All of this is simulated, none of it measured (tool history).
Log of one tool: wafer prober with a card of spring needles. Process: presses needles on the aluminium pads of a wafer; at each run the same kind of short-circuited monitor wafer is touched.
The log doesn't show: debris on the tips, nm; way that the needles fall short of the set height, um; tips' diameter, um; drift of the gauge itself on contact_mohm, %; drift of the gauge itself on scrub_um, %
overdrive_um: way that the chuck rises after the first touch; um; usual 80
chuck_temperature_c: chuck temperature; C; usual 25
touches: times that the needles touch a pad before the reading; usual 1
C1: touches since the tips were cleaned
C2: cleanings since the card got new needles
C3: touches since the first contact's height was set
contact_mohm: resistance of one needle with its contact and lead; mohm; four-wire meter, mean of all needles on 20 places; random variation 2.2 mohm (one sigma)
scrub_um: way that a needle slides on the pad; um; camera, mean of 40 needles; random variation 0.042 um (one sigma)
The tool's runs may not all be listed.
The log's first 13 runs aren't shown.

-- hour=128.6 tips cleaned on abrasive film
run 14 hour=131.7 | overdrive_um=80 chuck_temperature_c=52 touches=1 | C1=1858 C2=18 C3=105410 | contact_mohm=278 scrub_um=17.76
-- hour=137.8 tips cleaned on abrasive film
run 15 hour=138.5 | overdrive_um=80 chuck_temperature_c=25 touches=2 | C1=410 C2=19 C3=109423 | contact_mohm=253 scrub_um=17.74
-- hour=147.4 tips cleaned on abrasive film
run 16 hour=149 | overdrive_um=80 chuck_temperature_c=25 touches=2 | C1=1003 C2=20 C3=115751 | contact_mohm=259 scrub_um=17.7
-- hour=157.3 tips cleaned on abrasive film
run 17 hour=163.5 | overdrive_um=80 chuck_temperature_c=25 touches=2 | C1=3775 C2=21 C3=124456 | contact_mohm=271 scrub_um=17.67
-- hour=166.8 tips cleaned on abrasive film
-- hour=175.9 tips cleaned on abrasive film
run 18 hour=175.9 | overdrive_um=77 chuck_temperature_c=99 touches=1 | C1=0 C2=23 C3=131824 | contact_mohm=273 scrub_um=16.9
-- hour=185 tips cleaned on abrasive film
run 19 hour=185 | overdrive_um=77 chuck_temperature_c=99 touches=1 | C1=0 C2=24 C3=137257 | contact_mohm=268 scrub_um=17
-- hour=194.3 tips cleaned on abrasive film
run 20 hour=197.4 | overdrive_um=80 chuck_temperature_c=33 touches=1 | C1=1837 C2=25 C3=144694 | contact_mohm=274 scrub_um=17.54
-- hour=203.3 tips cleaned on abrasive film
run 21 hour=203.3 | overdrive_um=80 chuck_temperature_c=33 touches=1 | C1=0 C2=26 C3=148260 | contact_mohm=249 scrub_um=17.56
run 22 hour=210 | overdrive_um=80 chuck_temperature_c=105 touches=1 | C1=4029 C2=26 C3=152289 | contact_mohm=301 scrub_um=17.52
-- hour=212.9 tips cleaned on abrasive film
-- hour=222.5 tips cleaned on abrasive film
run 23 hour=222.5 | overdrive_um=91 chuck_temperature_c=63 touches=2 | C1=43 C2=28 C3=159752 | contact_mohm=259 scrub_um=20.02
-- hour=232 tips cleaned on abrasive film
run 24 hour=232.8 | overdrive_um=85 chuck_temperature_c=53 touches=3 | C1=492 C2=29 C3=165906 | contact_mohm=259 scrub_um=18.53
-- hour=241.3 tips cleaned on abrasive film
run 25 hour=242.8 | overdrive_um=68 chuck_temperature_c=69 touches=3 | C1=890 C2=30 C3=171895 | contact_mohm=265 scrub_um=14.72
-- hour=250.8 tips cleaned on abrasive film
run 26 hour=254.6 | overdrive_um=64 chuck_temperature_c=25 touches=2 | C1=2322 C2=31 C3=178979 | contact_mohm=278 scrub_um=13.73
-- hour=260.5 tips cleaned on abrasive film
-- hour=264.3 height of the first contact set anew
run 27 hour=267.9 | overdrive_um=70 chuck_temperature_c=25 touches=1 | C1=4283 C2=32 C3=2161 | contact_mohm=296 scrub_um=15.86
-- hour=270.3 tips cleaned on abrasive film
run 28 hour=277.1 | overdrive_um=70 chuck_temperature_c=25 touches=3 | C1=4132 C2=33 C3=7680 | contact_mohm=266 scrub_um=15.92
-- hour=279.7 tips cleaned on abrasive film
run 29 hour=287.5 | overdrive_um=70 chuck_temperature_c=25 touches=3 | C1=4730 C2=34 C3=13910 | contact_mohm=264 scrub_um=15.85
-- hour=289.3 tips cleaned on abrasive film
run 30 hour=293.9 | overdrive_um=70 chuck_temperature_c=25 touches=3 | C1=2739 C2=35 C3=17702 | contact_mohm=260 scrub_um=15.77
-- hour=299.3 tips cleaned on abrasive film
run 31 hour=305.2 | overdrive_um=80 chuck_temperature_c=59 touches=1 | C1=3541 C2=36 C3=24480 | contact_mohm=292 scrub_um=18.11
-- hour=308.5 tips cleaned on abrasive film
-- hour=317.6 tips cleaned on abrasive film
run 32 hour=317.6 | overdrive_um=83 chuck_temperature_c=25 touches=2 | C1=0 C2=38 C3=31892 | contact_mohm=248 scrub_um=18.72

Forecast each of these 3 alternatives for the next run:
run A hour=326.5 | overdrive_um=91 chuck_temperature_c=58 touches=1 | C1=5357 C2=38 C3=37249 | contact_mohm=? scrub_um=?
run B hour=326.5 | overdrive_um=80 chuck_temperature_c=25 touches=2 | C1=5357 C2=38 C3=37249 | contact_mohm=? scrub_um=?
run C hour=326.5 | overdrive_um=83 chuck_temperature_c=25 touches=2 | C1=5357 C2=38 C3=37249 | contact_mohm=? scrub_um=?

run=A contact_mohm=287 scrub_um=20.49
run=B contact_mohm=272 scrub_um=18.03
run=C contact_mohm=269 scrub_um=18.65
Without the tool's hidden state the same runs would have given:
run=A contact_mohm=254 scrub_um=20.61
run=B contact_mohm=246 scrub_um=18.16
run=C contact_mohm=245 scrub_um=18.78

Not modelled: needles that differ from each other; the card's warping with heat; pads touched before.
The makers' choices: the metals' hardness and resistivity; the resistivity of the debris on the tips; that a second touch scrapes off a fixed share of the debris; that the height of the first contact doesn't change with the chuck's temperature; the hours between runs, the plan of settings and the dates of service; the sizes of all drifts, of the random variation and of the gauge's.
